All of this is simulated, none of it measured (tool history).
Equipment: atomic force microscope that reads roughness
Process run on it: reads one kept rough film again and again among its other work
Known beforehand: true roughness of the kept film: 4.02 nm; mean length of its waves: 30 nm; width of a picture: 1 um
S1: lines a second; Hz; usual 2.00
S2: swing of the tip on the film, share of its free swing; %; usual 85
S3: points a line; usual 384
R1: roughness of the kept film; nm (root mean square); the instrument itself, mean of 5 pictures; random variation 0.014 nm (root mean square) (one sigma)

run 1 hour=0.0 | S1=2.00 S2=85 S3=384 | R1=3.252
run 2 hour=37.4 | S1=2.00 S2=85 S3=447 | R1=2.933
run 3 hour=84.0 | S1=2.00 S2=85 S3=447 | R1=2.587
run 4 hour=122.5 | S1=2.00 S2=85 S3=447 | R1=2.394
-- hour=141.8 new tip fitted
run 5 hour=159.3 | S1=2.00 S2=85 S3=338 | R1=3.083
run 6 hour=198.4 | S1=2.00 S2=85 S3=338 | R1=2.764
run 7 hour=221.2 | S1=2.00 S2=85 S3=338 | R1=2.623
run 8 hour=271.2 | S1=2.00 S2=85 S3=869 | R1=2.343
-- hour=284.7 new tip fitted
run 9 hour=300.0 | S1=2.00 S2=85 S3=384 | R1=3.079
run 10 hour=340.7 | S1=2.00 S2=85 S3=384 | R1=2.766
run 11 hour=394.4 | S1=2.28 S2=85 S3=384 | R1=2.408
-- hour=424.6 new tip fitted
run 12 hour=442.0 | S1=2.00 S2=85 S3=384 | R1=3.066
run 13 hour=468.3 | S1=2.00 S2=85 S3=384 | R1=2.871
run 14 hour=501.3 | S1=2.00 S2=85 S3=260 | R1=2.614
run 15 hour=536.1 | S1=2.00 S2=79 S3=384 | R1=2.450
run 16 hour=560.3 | S1=1.22 S2=85 S3=384 | R1=2.363
-- hour=564.4 new tip fitted
run 17 hour=588.4 | S1=1.22 S2=85 S3=384 | R1=3.159
run 18 hour=621.4 | S1=1.22 S2=85 S3=384 | R1=2.856
run 19 hour=645.0 | S1=1.22 S2=56 S3=384 | R1=2.823
run 20 hour=676.1 | S1=2.42 S2=85 S3=384 | R1=2.395
-- hour=704.0 new tip fitted
run 21 hour=723.0 | S1=1.94 S2=85 S3=384 | R1=3.063
run 22 hour=754.5 | S1=1.94 S2=85 S3=384 | R1=2.819
run 23 hour=782.4 | S1=1.94 S2=85 S3=384 | R1=2.636
run 24 hour=807.4 | S1=1.94 S2=85 S3=329 | R1=2.478
-- hour=845.8 new tip fitted
run 25 hour=856.1 | S1=1.94 S2=85 S3=329 | R1=3.169
run 26 hour=891.9 | S1=1.94 S2=85 S3=329 | R1=2.853
run 27 hour=942.5 | S1=2.90 S2=87 S3=863 | R1=2.431
run 28 hour=966.4 | S1=2.90 S2=87 S3=863 | R1=2.315
-- hour=987.6 new tip fitted
run 29 hour=1014.8 | S1=3.23 S2=64 S3=754 | R1=3.136
run 30 hour=1064.7 | S1=0.82 S2=85 S3=328 | R1=2.761
run 31 hour=1088.1 | S1=0.82 S2=63 S3=328 | R1=2.693
-- hour=1091.3 height scale calibrated on a step standard
-- hour=1128.9 new tip fitted
run 32 hour=1132.1 | S1=2.00 S2=66 S3=384 | R1=3.434
run 33 hour=1156.9 | S1=3.23 S2=82 S3=384 | R1=2.935
run 34 hour=1183.2 | S1=3.47 S2=69 S3=429 | R1=2.913
-- hour=1225.9 height scale calibrated on a step standard, once more
run 35 hour=1231.8 | S1=2.00 S2=85 S3=940 | R1=2.564
-- hour=1270.5 new tip fitted
run 36 hour=1270.5 | S1=2.00 S2=85 S3=940 | R1=3.267
run 37 hour=1302.0 | S1=2.00 S2=85 S3=281 | R1=2.969
run 38 hour=1331.7 | S1=3.65 S2=61 S3=386 | R1=2.883
run 39 hour=1362.6 | S1=3.65 S2=70 S3=505 | R1=2.596
run 40 hour=1386.7 | S1=2.85 S2=83 S3=378 | R1=2.397
-- hour=1410.8 new tip fitted
run 41 hour=1410.8 | S1=2.85 S2=83 S3=378 | R1=3.149
run 42 hour=1441.4 | S1=2.85 S2=83 S3=741 | R1=2.922
run 43 hour=1484.7 | S1=2.26 S2=85 S3=309 | R1=2.617
run 44 hour=1514.6 | S1=0.62 S2=77 S3=280 | R1=2.644
run 45 hour=1538.5 | S1=0.62 S2=77 S3=280 | R1=2.503

What if the next run were any one of these 5? Each begins from the tool's condition after run 45:
-- hour=1552.1 new tip fitted
run A hour=1570.4 | S1=0.90 S2=58 S3=280 | R1=?
-- hour=1552.1 new tip fitted
run B hour=1570.4 | S1=0.67 S2=62 S3=257 | R1=?
-- hour=1552.1 new tip fitted
run C hour=1570.4 | S1=1.57 S2=66 S3=367 | R1=?
-- hour=1552.1 new tip fitted
run D hour=1570.4 | S1=0.62 S2=77 S3=259 | R1=?
-- hour=1552.1 new tip fitted
run E hour=1570.4 | S1=3.00 S2=88 S3=259 | R1=?

run=A R1=3.280
run=B R1=3.266
run=C R1=3.271
run=D R1=3.243
run=E R1=2.837
Without the tool's unlogged condition, the same runs would have read:
run=A R1=3.490
run=B R1=3.475
run=C R1=3.480
run=D R1=3.450
run=E R1=3.018

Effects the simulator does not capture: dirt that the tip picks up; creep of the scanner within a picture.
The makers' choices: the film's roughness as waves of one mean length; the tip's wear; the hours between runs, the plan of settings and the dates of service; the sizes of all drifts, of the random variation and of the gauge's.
